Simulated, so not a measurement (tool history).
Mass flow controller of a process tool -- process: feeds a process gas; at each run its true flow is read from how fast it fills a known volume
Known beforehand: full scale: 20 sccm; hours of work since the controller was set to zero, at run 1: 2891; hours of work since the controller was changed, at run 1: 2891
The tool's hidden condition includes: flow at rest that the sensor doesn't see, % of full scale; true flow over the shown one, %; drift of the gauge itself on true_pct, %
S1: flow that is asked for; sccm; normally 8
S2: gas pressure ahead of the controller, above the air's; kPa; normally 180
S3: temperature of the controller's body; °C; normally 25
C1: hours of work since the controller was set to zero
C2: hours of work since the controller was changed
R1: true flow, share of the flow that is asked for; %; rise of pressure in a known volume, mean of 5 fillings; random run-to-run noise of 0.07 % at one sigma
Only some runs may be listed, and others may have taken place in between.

{"run": 1, "hour": 0.0, "S1": 8, "S2": 180, "S3": 25, "C1": 2891, "C2": 2891, "R1": 99.42}
{"run": 2, "hour": 82.2, "S1": 8, "S2": 180, "S3": 25, "C1": 2940, "C2": 2940, "R1": 99.58}
{"run": 3, "hour": 178.1, "S1": 8, "S2": 180, "S3": 25, "C1": 2997, "C2": 2997, "R1": 99.56}
{"run": 4, "hour": 236.0, "S1": 8, "S2": 180, "S3": 25, "C1": 3032, "C2": 3032, "R1": 99.68}
{"run": 5, "hour": 319.2, "S1": 8, "S2": 180, "S3": 25, "C1": 3082, "C2": 3082, "R1": 99.62}
{"run": 6, "hour": 450.7, "S1": 17, "S2": 180, "S3": 25, "C1": 3160, "C2": 3160, "R1": 100.06}
{"run": 7, "hour": 532.7, "S1": 8, "S2": 180, "S3": 25, "C1": 3209, "C2": 3209, "R1": 99.95}
{"run": 8, "hour": 593.8, "S1": 8, "S2": 180, "S3": 25, "C1": 3246, "C2": 3246, "R1": 100.03}
{"run": 9, "hour": 690.0, "S1": 8, "S2": 180, "S3": 25, "C1": 3303, "C2": 3303, "R1": 100.01}
{"run": 10, "hour": 793.5, "S1": 8, "S2": 180, "S3": 25, "C1": 3365, "C2": 3365, "R1": 100.09}
{"run": 11, "hour": 920.7, "S1": 8, "S2": 180, "S3": 25, "C1": 3441, "C2": 3441, "R1": 100.28}
{"run": 12, "hour": 1028.2, "S1": 2, "S2": 234, "S3": 37, "C1": 3506, "C2": 3506, "R1": 100.88}
{"run": 13, "hour": 1100.2, "S1": 2, "S2": 234, "S3": 37, "C1": 3549, "C2": 3549, "R1": 100.98}
{"run": 14, "hour": 1173.0, "S1": 2, "S2": 240, "S3": 29, "C1": 3592, "C2": 3592, "R1": 100.79}
{"run": 15, "hour": 1237.9, "S1": 2, "S2": 261, "S3": 27, "C1": 3631, "C2": 3631, "R1": 100.95}
{"run": 16, "hour": 1311.0, "S1": 8, "S2": 187, "S3": 25, "C1": 3675, "C2": 3675, "R1": 100.68}
{"run": 17, "hour": 1424.6, "S1": 4, "S2": 211, "S3": 25, "C1": 3743, "C2": 3743, "R1": 100.74}
{"run": 18, "hour": 1535.4, "S1": 4, "S2": 211, "S3": 25, "C1": 3809, "C2": 3809, "R1": 100.93}
{"run": 19, "hour": 1627.0, "S1": 3, "S2": 149, "S3": 36, "C1": 3864, "C2": 3864, "R1": 100.81}
{"hour": 1669.3, "done": "gauge calibrated"}
{"run": 20, "hour": 1686.6, "S1": 5, "S2": 279, "S3": 25, "C1": 3899, "C2": 3899, "R1": 100.2}
{"run": 21, "hour": 1753.9, "S1": 5, "S2": 168, "S3": 22, "C1": 3940, "C2": 3940, "R1": 99.26}
{"run": 22, "hour": 1878.7, "S1": 5, "S2": 168, "S3": 22, "C1": 4014, "C2": 4014, "R1": 99.25}

Consider 5 possible next runs. They are alternatives, not a sequence: every one starts from the tool as it was left by run 22. What does each give?
{"run": "A", "hour": 1993.6, "S1": 11, "S2": 168, "S3": 24, "C1": 4083, "C2": 4083, "R1": "?"}
{"run": "B", "hour": 1993.6, "S1": 8, "S2": 168, "S3": 25, "C1": 4083, "C2": 4083, "R1": "?"}
{"run": "C", "hour": 1993.6, "S1": 11, "S2": 168, "S3": 22, "C1": 4083, "C2": 4083, "R1": "?"}
{"run": "D", "hour": 1993.6, "S1": 5, "S2": 187, "S3": 28, "C1": 4083, "C2": 4083, "R1": "?"}
{"run": "E", "hour": 1993.6, "S1": 18, "S2": 217, "S3": 24, "C1": 4083, "C2": 4083, "R1": "?"}

run=A R1=99.64
run=B R1=99.66
run=C R1=99.62
run=D R1=99.85
run=E R1=100.41
What these runs would have given with no unlogged condition in the tool:
run=A R1=99.33
run=B R1=99.35
run=C R1=99.31
run=D R1=99.53
run=E R1=100.10
